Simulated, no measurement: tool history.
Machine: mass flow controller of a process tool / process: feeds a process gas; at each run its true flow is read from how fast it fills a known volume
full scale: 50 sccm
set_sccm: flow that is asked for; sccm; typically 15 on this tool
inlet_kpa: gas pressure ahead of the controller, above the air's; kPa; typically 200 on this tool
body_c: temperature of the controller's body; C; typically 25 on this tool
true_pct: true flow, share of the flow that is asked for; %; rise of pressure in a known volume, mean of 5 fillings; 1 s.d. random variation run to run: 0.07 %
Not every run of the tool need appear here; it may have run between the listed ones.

run     day  set_sccm  inlet_kpa  body_c  true_pct
  1   0.000        15        200      25     98.85
  2   1.667        15        200      25     99.05
  3   3.712        15        200      25     98.93
  4   7.200        15        200      25     98.89
  5   8.946        15        200      25     98.93
  6  12.967        15        200      25     98.81
  7  15.646        15        200      25     98.99
  8  17.421        15        200      32     98.31
  9  20.412        15        200      32     98.38
 10  24.517        15        200      32     98.39
 11  27.321        15        200      32     98.40
 12  30.646        15        200      25     99.06
 13  32.483        15        200      25     99.00
 14  34.521        15        141      35     98.61
 15  36.779        15        140      25     99.43
 16  40.412         7        225      23     96.31
 17  42.675        46        225      28    101.54
 18  44.862        14        142      36     98.34
 19  47.692        49        145      36    101.69
 20  50.212        49        145      36    101.75
 21  52.808        15        166      30     98.88
 22  55.621        22        142      27    100.33
 23  57.842        41        175      27    101.75
 24  60.733        41        175      27    101.72
 25  63.279        42        185      27    101.72
 26  66.754        41        185      35    100.95

Predict each of these 4 candidate next runs independently; none follows another, all start after run 26:
  A  69.050        13        222      25         ?
  B  69.050        33        200      30         ?
  C  69.050        30        170      24         ?
  D  69.050        12        253      23         ?

run  true_pct
  A     98.42
  B    100.93
  C    101.18
  D     98.29
With the hidden condition removed and each run's random variation left untouched, the same runs would have given:
run  true_pct
  A     97.82
  B     98.82
  C     99.17
  D     97.89

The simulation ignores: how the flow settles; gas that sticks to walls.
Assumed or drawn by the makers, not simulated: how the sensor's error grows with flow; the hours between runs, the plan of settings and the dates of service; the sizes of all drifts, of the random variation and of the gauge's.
